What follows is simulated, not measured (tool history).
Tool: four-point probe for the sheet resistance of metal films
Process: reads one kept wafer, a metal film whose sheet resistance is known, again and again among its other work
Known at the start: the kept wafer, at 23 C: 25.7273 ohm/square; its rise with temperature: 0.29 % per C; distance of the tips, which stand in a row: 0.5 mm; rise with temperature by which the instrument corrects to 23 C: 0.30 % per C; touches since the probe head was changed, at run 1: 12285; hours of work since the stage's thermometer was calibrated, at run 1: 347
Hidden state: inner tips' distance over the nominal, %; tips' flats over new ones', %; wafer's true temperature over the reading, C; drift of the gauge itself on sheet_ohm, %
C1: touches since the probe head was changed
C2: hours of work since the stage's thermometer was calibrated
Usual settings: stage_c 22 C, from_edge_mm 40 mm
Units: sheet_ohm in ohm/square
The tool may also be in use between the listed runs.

{"run": 1, "hour": 0.0, "stage_c": 22, "from_edge_mm": 40, "C1": 12285, "C2": 347, "sheet_ohm": 25.601465}
{"run": 2, "hour": 44.8, "stage_c": 22, "from_edge_mm": 40, "C1": 12958, "C2": 380, "sheet_ohm": 25.597572}
{"run": 3, "hour": 102.9, "stage_c": 22, "from_edge_mm": 40, "C1": 13832, "C2": 422, "sheet_ohm": 25.595706}
{"run": 4, "hour": 164.9, "stage_c": 22, "from_edge_mm": 40, "C1": 14764, "C2": 467, "sheet_ohm": 25.585792}
{"run": 5, "hour": 214.0, "stage_c": 22, "from_edge_mm": 10, "C1": 15501, "C2": 503, "sheet_ohm": 25.622914}
{"run": 6, "hour": 277.5, "stage_c": 22, "from_edge_mm": 10, "C1": 16456, "C2": 549, "sheet_ohm": 25.614461}
{"run": 7, "hour": 337.7, "stage_c": 22, "from_edge_mm": 40, "C1": 17361, "C2": 593, "sheet_ohm": 25.583159}
{"run": 8, "hour": 371.8, "stage_c": 18, "from_edge_mm": 40, "C1": 17874, "C2": 617, "sheet_ohm": 25.581462}
{"run": 9, "hour": 447.6, "stage_c": 18, "from_edge_mm": 40, "C1": 19012, "C2": 672, "sheet_ohm": 25.575935}
{"run": 10, "hour": 495.5, "stage_c": 18, "from_edge_mm": 17, "C1": 19733, "C2": 707, "sheet_ohm": 25.586369}
{"run": 11, "hour": 531.9, "stage_c": 18, "from_edge_mm": 17, "C1": 20280, "C2": 734, "sheet_ohm": 25.583674}
{"run": 12, "hour": 568.5, "stage_c": 18, "from_edge_mm": 17, "C1": 20830, "C2": 760, "sheet_ohm": 25.578954}
{"run": 13, "hour": 601.9, "stage_c": 18, "from_edge_mm": 17, "C1": 21331, "C2": 784, "sheet_ohm": 25.579548}
{"run": 14, "hour": 664.3, "stage_c": 18, "from_edge_mm": 17, "C1": 22270, "C2": 830, "sheet_ohm": 25.582715}
{"run": 15, "hour": 732.5, "stage_c": 30, "from_edge_mm": 66, "C1": 23295, "C2": 879, "sheet_ohm": 25.534082}
{"run": 16, "hour": 795.8, "stage_c": 30, "from_edge_mm": 16, "C1": 24246, "C2": 925, "sheet_ohm": 25.541719}
{"run": 17, "hour": 860.8, "stage_c": 30, "from_edge_mm": 16, "C1": 25223, "C2": 972, "sheet_ohm": 25.540356}
{"run": 18, "hour": 914.5, "stage_c": 25, "from_edge_mm": 31, "C1": 26030, "C2": 1011, "sheet_ohm": 25.535599}
{"run": 19, "hour": 975.0, "stage_c": 25, "from_edge_mm": 6, "C1": 26940, "C2": 1055, "sheet_ohm": 25.633114}
{"run": 20, "hour": 1041.8, "stage_c": 29, "from_edge_mm": 23, "C1": 27944, "C2": 1104, "sheet_ohm": 25.524444}
{"run": 21, "hour": 1083.1, "stage_c": 22, "from_edge_mm": 5, "C1": 28565, "C2": 1134, "sheet_ohm": 25.658335}
{"run": 22, "hour": 1123.3, "stage_c": 21, "from_edge_mm": 10, "C1": 29169, "C2": 1163, "sheet_ohm": 25.56422}
{"run": 23, "hour": 1169.0, "stage_c": 33, "from_edge_mm": 4, "C1": 29856, "C2": 1196, "sheet_ohm": 25.724575}
{"run": 24, "hour": 1214.1, "stage_c": 33, "from_edge_mm": 4, "C1": 30534, "C2": 1229, "sheet_ohm": 25.722054}
{"run": 25, "hour": 1270.7, "stage_c": 28, "from_edge_mm": 7, "C1": 31385, "C2": 1270, "sheet_ohm": 25.570525}
{"run": 26, "hour": 1333.3, "stage_c": 28, "from_edge_mm": 7, "C1": 32325, "C2": 1315, "sheet_ohm": 25.579671}
{"hour": 1346.8, "done": "stage's thermometer calibrated"}
{"run": 27, "hour": 1383.6, "stage_c": 34, "from_edge_mm": 21, "C1": 33074, "C2": 27, "sheet_ohm": 25.534861}
{"run": 28, "hour": 1426.2, "stage_c": 29, "from_edge_mm": 56, "C1": 33714, "C2": 58, "sheet_ohm": 25.5409}

4 ways to go on from here, each from the tool as it stands after run 28. What would each give?
{"run": "A", "hour": 1481.5, "stage_c": 28, "from_edge_mm": 7, "C1": 34546, "C2": 98, "sheet_ohm": "?"}
{"run": "B", "hour": 1481.5, "stage_c": 20, "from_edge_mm": 21, "C1": 34546, "C2": 98, "sheet_ohm": "?"}
{"run": "C", "hour": 1481.5, "stage_c": 18, "from_edge_mm": 61, "C1": 34546, "C2": 98, "sheet_ohm": "?"}
{"run": "D", "hour": 1481.5, "stage_c": 28, "from_edge_mm": 3, "C1": 34546, "C2": 98, "sheet_ohm": "?"}

run=A sheet_ohm=25.605782
run=B sheet_ohm=25.560776
run=C sheet_ohm=25.554216
run=D sheet_ohm=25.911275
Without the tool's hidden state the same runs would have given:
run=A sheet_ohm=25.791093
run=B sheet_ohm=25.745786
run=C sheet_ohm=25.73918
run=D sheet_ohm=26.098621
